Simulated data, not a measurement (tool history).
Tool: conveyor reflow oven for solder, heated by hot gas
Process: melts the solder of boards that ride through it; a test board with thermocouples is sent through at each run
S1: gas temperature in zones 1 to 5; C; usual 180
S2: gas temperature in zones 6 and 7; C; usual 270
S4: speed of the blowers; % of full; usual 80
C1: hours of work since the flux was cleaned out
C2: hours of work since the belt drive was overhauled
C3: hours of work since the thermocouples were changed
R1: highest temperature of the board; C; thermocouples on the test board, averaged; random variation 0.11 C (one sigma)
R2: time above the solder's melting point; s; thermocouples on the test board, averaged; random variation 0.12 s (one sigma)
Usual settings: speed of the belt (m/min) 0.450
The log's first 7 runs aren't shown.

{"run": 8, "day": 2.346, "S1": 180, "S2": 284, "speed of the belt (m/min)": 0.45, "S4": 80, "C1": 208, "C2": 100, "C3": 127, "R1": 271.9, "R2": 74.6}
{"run": 9, "day": 2.646, "S1": 180, "S2": 284, "speed of the belt (m/min)": 0.45, "S4": 80, "C1": 212, "C2": 104, "C3": 131, "R1": 272.0, "R2": 74.4}
{"run": 10, "day": 2.921, "S1": 180, "S2": 284, "speed of the belt (m/min)": 0.45, "S4": 80, "C1": 215, "C2": 107, "C3": 134, "R1": 271.9, "R2": 74.4}
{"run": 11, "day": 3.221, "S1": 180, "S2": 284, "speed of the belt (m/min)": 0.45, "S4": 80, "C1": 218, "C2": 110, "C3": 137, "R1": 271.7, "R2": 74.1}
{"run": 12, "day": 3.425, "S1": 180, "S2": 270, "speed of the belt (m/min)": 0.45, "S4": 80, "C1": 221, "C2": 113, "C3": 140, "R1": 259.0, "R2": 68.0}
{"run": 13, "day": 3.612, "S1": 180, "S2": 270, "speed of the belt (m/min)": 0.45, "S4": 80, "C1": 223, "C2": 115, "C3": 142, "R1": 259.1, "R2": 68.0}
{"run": 14, "day": 3.858, "S1": 180, "S2": 270, "speed of the belt (m/min)": 0.45, "S4": 80, "C1": 226, "C2": 118, "C3": 145, "R1": 258.9, "R2": 68.1}
{"run": 15, "day": 4.242, "S1": 180, "S2": 270, "speed of the belt (m/min)": 0.45, "S4": 80, "C1": 230, "C2": 122, "C3": 149, "R1": 258.8, "R2": 68.1}
{"run": 16, "day": 4.658, "S1": 180, "S2": 270, "speed of the belt (m/min)": 0.45, "S4": 80, "C1": 235, "C2": 127, "C3": 154, "R1": 259.0, "R2": 68.2}
{"day": 4.867, "done": "belt drive overhauled, speed set with a stopwatch"}
{"run": 17, "day": 5.229, "S1": 188, "S2": 269, "speed of the belt (m/min)": 0.367, "S4": 73, "C1": 239, "C2": 4, "C3": 158, "R1": 261.8, "R2": 90.5}
{"run": 18, "day": 5.479, "S1": 188, "S2": 270, "speed of the belt (m/min)": 0.367, "S4": 73, "C1": 242, "C2": 7, "C3": 161, "R1": 263.0, "R2": 91.0}
{"run": 19, "day": 5.854, "S1": 180, "S2": 261, "speed of the belt (m/min)": 0.408, "S4": 80, "C1": 247, "C2": 11, "C3": 165, "R1": 252.6, "R2": 72.3}
{"day": 6.217, "done": "flux residue cleaned out of gas plates and filters"}
{"day": 6.421, "done": "belt drive overhauled, speed set with a stopwatch, once more"}
{"run": 20, "day": 6.533, "S1": 175, "S2": 261, "speed of the belt (m/min)": 0.408, "S4": 52, "C1": 2, "C2": 1, "C3": 169, "R1": 246.6, "R2": 62.3}
{"run": 21, "day": 6.729, "S1": 169, "S2": 270, "speed of the belt (m/min)": 0.45, "S4": 58, "C1": 4, "C2": 4, "C3": 171, "R1": 252.4, "R2": 58.2}
{"run": 22, "day": 7.054, "S1": 169, "S2": 270, "speed of the belt (m/min)": 0.45, "S4": 58, "C1": 8, "C2": 7, "C3": 175, "R1": 252.5, "R2": 58.3}
{"run": 23, "day": 7.358, "S1": 194, "S2": 270, "speed of the belt (m/min)": 0.45, "S4": 58, "C1": 11, "C2": 11, "C3": 178, "R1": 257.0, "R2": 71.9}
{"run": 24, "day": 7.558, "S1": 194, "S2": 270, "speed of the belt (m/min)": 0.45, "S4": 58, "C1": 13, "C2": 13, "C3": 181, "R1": 257.0, "R2": 71.9}
{"run": 25, "day": 7.808, "S1": 192, "S2": 269, "speed of the belt (m/min)": 0.45, "S4": 58, "C1": 16, "C2": 16, "C3": 183, "R1": 255.7, "R2": 70.2}
{"run": 26, "day": 8.021, "S1": 192, "S2": 269, "speed of the belt (m/min)": 0.526, "S4": 58, "C1": 19, "C2": 18, "C3": 186, "R1": 250.9, "R2": 56.0}
{"run": 27, "day": 8.208, "S1": 180, "S2": 270, "speed of the belt (m/min)": 0.405, "S4": 55, "C1": 21, "C2": 20, "C3": 188, "R1": 256.8, "R2": 73.5}
{"run": 28, "day": 8.562, "S1": 165, "S2": 270, "speed of the belt (m/min)": 0.405, "S4": 77, "C1": 25, "C2": 24, "C3": 192, "R1": 259.8, "R2": 71.0}
{"run": 29, "day": 8.967, "S1": 180, "S2": 270, "speed of the belt (m/min)": 0.512, "S4": 80, "C1": 29, "C2": 29, "C3": 197, "R1": 256.1, "R2": 57.5}
{"run": 30, "day": 9.296, "S1": 180, "S2": 270, "speed of the belt (m/min)": 0.512, "S4": 80, "C1": 33, "C2": 33, "C3": 200, "R1": 256.0, "R2": 57.6}
{"run": 31, "day": 9.492, "S1": 180, "S2": 270, "speed of the belt (m/min)": 0.512, "S4": 80, "C1": 35, "C2": 35, "C3": 203, "R1": 255.9, "R2": 57.4}

3 ways to go on from here, each from the tool as it stands after run 31. What would each give?
{"run": "A", "day": 9.896, "S1": 180, "S2": 279, "speed of the belt (m/min)": 0.45, "S4": 80, "C1": 40, "C2": 40, "C3": 207, "R1": "?", "R2": "?"}
{"run": "B", "day": 9.896, "S1": 187, "S2": 270, "speed of the belt (m/min)": 0.447, "S4": 69, "C1": 40, "C2": 40, "C3": 207, "R1": "?", "R2": "?"}
{"run": "C", "day": 9.896, "S1": 192, "S2": 260, "speed of the belt (m/min)": 0.45, "S4": 59, "C1": 40, "C2": 40, "C3": 207, "R1": "?", "R2": "?"}

run=A R1=267.6 R2=72.1
run=B R1=258.4 R2=70.7
run=C R1=247.7 R2=65.1
Without the tool's hidden state the same runs would have given:
run=A R1=268.5 R2=72.6
run=B R1=259.2 R2=71.1
run=C R1=248.5 R2=65.7
